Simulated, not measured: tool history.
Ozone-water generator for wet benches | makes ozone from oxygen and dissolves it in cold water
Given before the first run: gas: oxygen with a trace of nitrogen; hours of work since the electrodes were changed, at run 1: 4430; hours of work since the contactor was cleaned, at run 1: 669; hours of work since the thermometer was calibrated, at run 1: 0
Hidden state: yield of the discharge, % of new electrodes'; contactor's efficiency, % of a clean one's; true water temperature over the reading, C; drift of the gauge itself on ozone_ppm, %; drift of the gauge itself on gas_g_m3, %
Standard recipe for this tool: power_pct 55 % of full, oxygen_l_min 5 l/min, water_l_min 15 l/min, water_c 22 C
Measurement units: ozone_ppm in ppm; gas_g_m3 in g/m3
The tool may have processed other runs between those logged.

run,hour,power_pct,oxygen_l_min,water_l_min,water_c,hours of work since the electrodes were changed,hours of work since the contactor was cleaned,hours of work since the thermometer was calibrated,ozone_ppm,gas_g_m3
1,0,55,5,15,22,4430,669,0,21.6,166.3
2,88.4,55,5,12,22,4499,737,68,24.6,165.9
3,174.8,55,5,12,22,4565,804,135,24.7,167.5
4,332.6,55,5,15,17,4687,925,257,23.5,165.9
5,472,55,5,15,17,4795,1033,364,23.3,165
6,555.4,55,5,15,22,4859,1097,429,21.6,165.4

Predict the results of run 7:
7,647.8,55,5,15,18,4931,1169,500,?,?

ozone_ppm: 22.8 ppm
gas_g_m3: 163.8 g/m3
Without the tool's hidden state the same run would have given ozone_ppm 22.9 ppm, gas_g_m3 165.5 g/m3.

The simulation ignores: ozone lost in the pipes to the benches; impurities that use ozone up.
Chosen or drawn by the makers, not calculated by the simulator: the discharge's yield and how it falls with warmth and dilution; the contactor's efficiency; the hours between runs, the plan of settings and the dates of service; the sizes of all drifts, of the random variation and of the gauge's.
